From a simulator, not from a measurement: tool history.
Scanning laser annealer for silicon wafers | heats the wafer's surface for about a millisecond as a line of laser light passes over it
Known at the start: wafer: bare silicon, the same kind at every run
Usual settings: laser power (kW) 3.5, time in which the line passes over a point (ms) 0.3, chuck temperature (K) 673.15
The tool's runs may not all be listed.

run,hour,laser power (kW),time in which the line passes over a point (ms),chuck temperature (K),highest temperature of the surface (K)
1,0,3.5,0.3,673.15,1358.15
2,19.5,3.5,0.3,673.15,1415.15
3,42.3,3.5,0.3,638.15,1381.15
4,54.5,3.475,0.3,673.15,1405.15
5,74.8,3.475,0.3,673.15,1406.15
6,94.4,3.19,0.3,673.15,1321.15
7,109.6,3.19,0.3,673.15,1317.15
8,127.6,3.19,0.3,673.15,1315.15
9,142.4,3.19,0.3,673.15,1318.15
10,156,3.19,0.3,673.15,1317.15
11,180.3,3.19,0.3,673.15,1314.15
12,194,3.19,0.3,673.15,1309.15
13,206.2,3.19,0.3,673.15,1311.15
14,231.3,3.19,0.3,673.15,1304.15
15,247,3.19,0.3,673.15,1306.15
16,268.6,3.329,0.3,673.15,1340.15
17,281.8,3.329,0.3,673.15,1342.15
18,298.9,3.329,0.3,673.15,1340.15
19,319.7,3.329,0.3,673.15,1333.15
20,334.3,3.663,0.3,673.15,1423.15
21,349,3.122,0.3,673.15,1275.15
22,366,3.291,0.343,708.15,1407.15
23,390.5,3.5,0.266,673.15,1327.15
24,409,3.348,0.378,673.15,1425.15
25,432.3,3.017,0.296,685.15,1249.15
26,444.1,3.017,0.296,664.15,1227.15
27,467.7,3.261,0.322,637.15,1291.15
28,489.6,3.261,0.322,637.15,1291.15
29,514.3,3.493,0.247,688.15,1301.15
30,530,3.493,0.247,688.15,1303.15
31,548.8,3.838,0.236,659.15,1333.15
32,575.3,3.838,0.236,659.15,1385.15
33,589.3,3.723,0.236,659.15,1356.15
34,601.7,3.723,0.236,659.15,1352.15
35,618.1,3.739,0.355,667.15,1548.15
36,632.1,3.5,0.319,671.15,1429.15
37,649.7,3.5,0.31,642.15,1385.15
38,673.4,3.044,0.219,688.15,1193.15
39,696.6,3.044,0.219,688.15,1188.15
40,709.8,3.044,0.219,688.15,1187.15
41,720.2,3.044,0.219,688.15,1187.15

Not shown: 4 entries that the log had between the listed runs. Between which runs, and how does the tool's hidden state differ before and after?
Between runs 1 and 2: window over the wafer cleaned (hour 13.7)
  light that passes the window, % of a clean one's: 94.23 -> 99.88; laser's true power over the reading, %: -0.4 -> -0.41; width of the line over the set one, %: 0.08 -> 0.09
  measured less the result without the state, highest temperature of the surface (K): -61 -> -6
Between runs 18 and 19: optics aligned, line set to its width (hour 306.1)
  light that passes the window, % of a clean one's: 96.76 -> 96.57; laser's true power over the reading, %: -0.6 -> -0.61; width of the line over the set one, %: 0.22 -> 0.26
  measured less the result without the state, highest temperature of the surface (K): -37 -> -39
Between runs 26 and 27: optics aligned, line set to its width, once more (hour 457.1)
  light that passes the window, % of a clean one's: 95.18 -> 94.97; laser's true power over the reading, %: -0.7 -> -0.71; width of the line over the set one, %: 0.32 -> 0.02
  measured less the result without the state, highest temperature of the surface (K): -45 -> -54
Between runs 31 and 32: window over the wafer cleaned (hour 558.3)
  light that passes the window, % of a clean one's: 94.07 -> 99.72; laser's true power over the reading, %: -0.77 -> -0.78; width of the line over the set one, %: 0.06 -> 0.07
  measured less the result without the state, highest temperature of the surface (K): -65 -> -11
